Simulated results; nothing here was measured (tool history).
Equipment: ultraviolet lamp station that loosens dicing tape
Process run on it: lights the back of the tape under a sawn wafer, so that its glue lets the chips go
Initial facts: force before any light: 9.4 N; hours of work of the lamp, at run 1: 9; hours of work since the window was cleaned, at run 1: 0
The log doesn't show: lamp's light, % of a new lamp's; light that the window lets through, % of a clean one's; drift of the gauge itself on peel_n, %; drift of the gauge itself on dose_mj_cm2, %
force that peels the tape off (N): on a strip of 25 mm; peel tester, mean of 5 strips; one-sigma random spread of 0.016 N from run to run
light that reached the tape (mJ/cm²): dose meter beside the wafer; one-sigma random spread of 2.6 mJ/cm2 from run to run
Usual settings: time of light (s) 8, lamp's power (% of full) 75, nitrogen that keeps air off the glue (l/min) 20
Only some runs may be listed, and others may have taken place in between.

| run | hour | time of light (s) | lamp's power (% of full) | nitrogen that keeps air off the glue (l/min) | hours of work of the lamp | hours of work since the window was cleaned | force that peels the tape off (N) | light that reached the tape (mJ/cm²) |
|---|---|---|---|---|---|---|---|---|
| 1 | 0 | 8 | 75 | 20 | 9 | 0 | 0.753 | 321 |
| 2 | 3.9 | 8 | 75 | 20 | 11 | 2 | 0.768 | 324 |
| 3 | 11.1 | 8 | 75 | 20 | 15 | 7 | 0.731 | 327 |
| 4 | 19.3 | 8 | 75 | 20 | 20 | 12 | 0.765 | 321 |
| 5 | 23.7 | 8 | 75 | 20 | 23 | 14 | 0.742 | 325 |
| 6 | 30.6 | 8 | 75 | 20 | 27 | 19 | 0.762 | 323 |
| 7 | 36.7 | 8 | 75 | 20 | 31 | 22 | 0.779 | 316 |
| 8 | 44.7 | 8 | 75 | 20 | 36 | 27 | 0.756 | 323 |
| 9 | 51.9 | 8 | 75 | 20 | 40 | 32 | 0.778 | 317 |
|  | 53 | window cleaned of glue's vapour |
| 10 | 59.1 | 8 | 75 | 20 | 44 | 4 | 0.785 | 315 |
| 11 | 65.7 | 8 | 75 | 25 | 48 | 8 | 0.657 | 315 |
|  | 70.1 | window cleaned of glue's vapour, once more |
| 12 | 71 | 8 | 83 | 20 | 51 | 1 | 0.608 | 354 |
| 13 | 74.8 | 8 | 83 | 20 | 54 | 3 | 0.636 | 355 |
| 14 | 83.8 | 8 | 75 | 20 | 59 | 8 | 0.757 | 319 |
| 15 | 90.3 | 8 | 75 | 20 | 63 | 12 | 0.767 | 316 |
| 16 | 98.7 | 15 | 68 | 12 | 68 | 17 | 0.393 | 535 |
| 17 | 107.6 | 5 | 95 | 16 | 74 | 23 | 1.52 | 251 |
| 18 | 113.7 | 7 | 79 | 8 | 77 | 27 | 1.853 | 290 |
| 19 | 118.5 | 6 | 69 | 17 | 80 | 30 | 1.783 | 217 |
| 20 | 124.9 | 6 | 69 | 17 | 84 | 34 | 1.755 | 220 |
| 21 | 131.9 | 6 | 69 | 17 | 89 | 38 | 1.782 | 214 |
| 22 | 137.3 | 8 | 99 | 20 | 92 | 41 | 0.441 | 414 |
| 23 | 146.2 | 8 | 61 | 12 | 97 | 47 | 1.755 | 255 |
| 24 | 152.1 | 8 | 61 | 12 | 101 | 50 | 1.803 | 253 |
| 25 | 157.4 | 8 | 61 | 12 | 104 | 53 | 1.841 | 253 |
| 26 | 161.8 | 8 | 91 | 20 | 107 | 56 | 0.552 | 379 |
| 27 | 171.1 | 8 | 75 | 13 | 113 | 62 | 1.177 | 305 |
| 28 | 177.6 | 5 | 90 | 23 | 117 | 66 | 1.303 | 234 |
| 29 | 186.4 | 14 | 80 | 23 | 122 | 71 | 0.231 | 571 |

How would selected steps in force that peels the tape off (N) from run to run divide? Give the signed amount a tool lacking its hidden state would still show from settings, what came in and random variation, and the signed amount left for the hidden state, including any gauge scatter that is not in both of the compared results.
Run 21 -> 22: time of light (s) 6 -> 8, lamp's power (% of full) 69 -> 99, nitrogen that keeps air off the glue (l/min) 17 -> 20. force that peels the tape off (N) -1.341: hidden state -0.083, all else -1.258.
Run 22 -> 23: lamp's power (% of full) 99 -> 61, nitrogen that keeps air off the glue (l/min) 20 -> 12. force that peels the tape off (N) +1.314: hidden state +0.099, all else +1.215.
Run 28 -> 29: time of light (s) 5 -> 14, lamp's power (% of full) 90 -> 80. force that peels the tape off (N) -1.072: hidden state -0.133, all else -0.939.
